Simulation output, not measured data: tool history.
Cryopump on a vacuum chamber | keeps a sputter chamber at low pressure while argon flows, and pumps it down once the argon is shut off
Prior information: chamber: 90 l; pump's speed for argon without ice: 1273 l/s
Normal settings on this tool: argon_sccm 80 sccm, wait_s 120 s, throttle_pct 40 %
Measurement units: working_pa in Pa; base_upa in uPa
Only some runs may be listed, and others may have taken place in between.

| run | hour | argon_sccm | wait_s | throttle_pct | working_pa | base_upa |
|---|---|---|---|---|---|---|
| 1 | 0.0 | 80 | 120 | 40 | 0.2844 | 1.96 |
| 2 | 31.5 | 80 | 120 | 40 | 0.2870 | 2.02 |
| 3 | 50.5 | 80 | 120 | 40 | 0.2862 | 2.04 |
| 4 | 64.5 | 80 | 120 | 40 | 0.2874 | 2.00 |
| 5 | 93.3 | 80 | 120 | 40 | 0.2892 | 2.07 |
| 6 | 114.5 | 80 | 120 | 54 | 0.2202 | 2.11 |
| 7 | 139.3 | 80 | 120 | 54 | 0.2223 | 2.17 |
| 8 | 157.6 | 80 | 120 | 40 | 0.2913 | 2.21 |
| 9 | 182.0 | 80 | 120 | 40 | 0.2917 | 2.23 |
| 10 | 208.3 | 80 | 120 | 24 | 0.4681 | 2.30 |
| 11 | 224.8 | 80 | 168 | 40 | 0.2942 | 2.16 |
| 12 | 252.8 | 80 | 120 | 40 | 0.2956 | 2.42 |
| 13 | 274.6 | 80 | 40 | 40 | 0.2966 | 3.46 |
| 14 | 305.4 | 100 | 20 | 50 | 0.3097 | 4.98 |
| 15 | 335.4 | 100 | 20 | 50 | 0.3092 | 4.99 |
|  | 367.8 | leaking fittings of the chamber tightened, without venting |
| 16 | 367.9 | 135 | 245 | 40 | 0.5081 | 0.57 |
| 17 | 384.5 | 135 | 193 | 40 | 0.5112 | 0.66 |
| 18 | 403.4 | 135 | 85 | 25 | 0.7819 | 1.09 |
| 19 | 425.8 | 98 | 94 | 51 | 0.3061 | 1.06 |
| 20 | 448.8 | 81 | 179 | 29 | 0.4142 | 0.78 |
| 21 | 476.1 | 80 | 151 | 40 | 0.3071 | 0.92 |
| 22 | 499.9 | 102 | 21 | 36 | 0.4313 | 3.42 |
| 23 | 518.6 | 80 | 272 | 17 | 0.6689 | 0.80 |

Forecast each of these 5 alternatives for the next run:
| A | 549.6 | 159 | 125 | 41 | ? | ? |
| B | 549.6 | 80 | 22 | 17 | ? | ? |
| C | 549.6 | 80 | 170 | 33 | ? | ? |
| D | 549.6 | 80 | 139 | 36 | ? | ? |
| E | 549.6 | 36 | 82 | 30 | ? | ? |

| run | working_pa | base_upa |
|---|---|---|
| A | 0.6024 | 1.03 |
| B | 0.6688 | 3.44 |
| C | 0.3683 | 0.90 |
| D | 0.3372 | 1.01 |
| E | 0.1797 | 1.35 |
What these runs would have given with no unlogged condition in the tool:
| run | working_pa | base_upa |
|---|---|---|
| A | 0.5126 | 0.71 |
| B | 0.6235 | 3.10 |
| C | 0.3228 | 0.58 |
| D | 0.2921 | 0.69 |
| E | 0.1594 | 1.02 |

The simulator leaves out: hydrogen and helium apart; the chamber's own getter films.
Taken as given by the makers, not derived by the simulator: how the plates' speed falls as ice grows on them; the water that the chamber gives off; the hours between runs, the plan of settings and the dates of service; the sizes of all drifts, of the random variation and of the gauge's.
